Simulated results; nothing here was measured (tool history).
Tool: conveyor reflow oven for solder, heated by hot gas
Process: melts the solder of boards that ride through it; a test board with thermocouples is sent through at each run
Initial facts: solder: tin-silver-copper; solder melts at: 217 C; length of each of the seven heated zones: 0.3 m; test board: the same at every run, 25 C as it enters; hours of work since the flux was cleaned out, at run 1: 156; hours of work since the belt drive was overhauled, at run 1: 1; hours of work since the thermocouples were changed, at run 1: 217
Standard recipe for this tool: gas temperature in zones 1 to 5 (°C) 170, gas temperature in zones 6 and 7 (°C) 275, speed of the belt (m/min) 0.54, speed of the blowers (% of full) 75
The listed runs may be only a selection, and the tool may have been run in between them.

run	hour	gas temperature in zones 1 to 5 (°C)	gas temperature in zones 6 and 7 (°C)	speed of the belt (m/min)	speed of the blowers (% of full)	hours of work since the flux was cleaned out	hours of work since the belt drive was overhauled	hours of work since the thermocouples were changed	highest temperature of the board (°C)	time above the solder's melting point (s)
1	0	170	275	0.54	75	156	1	217	262.1	54.7
# hour 12.9: flux residue cleaned out of gas plates and filters
2	26	170	275	0.54	75	7	12	228	263.4	55.5
3	42.4	170	275	0.54	75	16	21	237	263	55.5
4	57	170	275	0.54	75	24	29	245	263.1	55.3
5	83	170	275	0.54	75	39	44	260	263.2	55.6
6	96.3	170	275	0.54	78	46	51	267	263.8	55.9
7	114.8	170	275	0.54	78	56	61	277	263.5	55.6
8	127.9	170	275	0.54	78	63	68	284	263.9	55.9
9	148.1	170	275	0.54	78	75	79	296	263.4	55.5
10	174.5	170	275	0.54	81	89	94	310	264	55.9
11	190.1	170	275	0.54	81	98	103	319	264.2	55.8
12	210.9	170	275	0.54	81	109	114	330	264.1	56.1
13	222.7	170	275	0.54	81	116	121	337	264.1	55.9
14	236.3	170	275	0.54	81	123	128	344	264	56.1
15	249.7	170	275	0.54	77	131	136	352	263.3	55.4
16	264.7	170	275	0.54	77	139	144	360	263.2	55.4
17	277.7	161	275	0.54	77	146	151	367	262.1	52.4
18	302.8	170	275	0.617	75	160	165	381	258.3	45.7
# hour 309.9: flux residue cleaned out of gas plates and filters
19	330.5	170	275	0.617	75	11	177	393	259.6	46.3
20	354.3	170	275	0.617	75	24	190	407	259.2	46.1
21	374	170	275	0.617	75	35	201	417	259.5	46.2
22	388.4	170	275	0.516	50	43	209	425	257.5	53.8
23	411.4	161	275	0.516	50	56	222	438	255.4	50
24	427.5	161	275	0.516	50	65	231	447	255.5	50.1
25	440.5	161	275	0.516	50	72	238	454	255.3	50.1
26	451.7	170	275	0.54	75	78	244	460	263.3	55.5
27	473	169	275	0.604	75	90	256	472	259.6	47.2
28	489.9	170	283	0.522	75	99	265	481	271.7	60.9
29	503.5	170	283	0.522	75	107	273	489	271.4	60.8

Predict each of these 4 candidate next runs independently; none follows another, all start after run 29:
A	522.3	182	274	0.54	63	117	283	499	?	?
B	522.3	170	289	0.522	75	117	283	499	?	?
C	522.3	170	267	0.522	77	117	283	499	?	?
D	522.3	159	275	0.54	75	117	283	499	?	?

run	highest temperature of the board (°C)	time above the solder's melting point (s)
A	260.9	57.7
B	277.1	62.9
C	256.9	54.8
D	261.7	52.1
Without the tool's hidden state the same runs would have given:
run	highest temperature of the board (°C)	time above the solder's melting point (s)
A	260.8	57.6
B	277.2	62.8
C	256.9	54.9
D	261.9	52.3
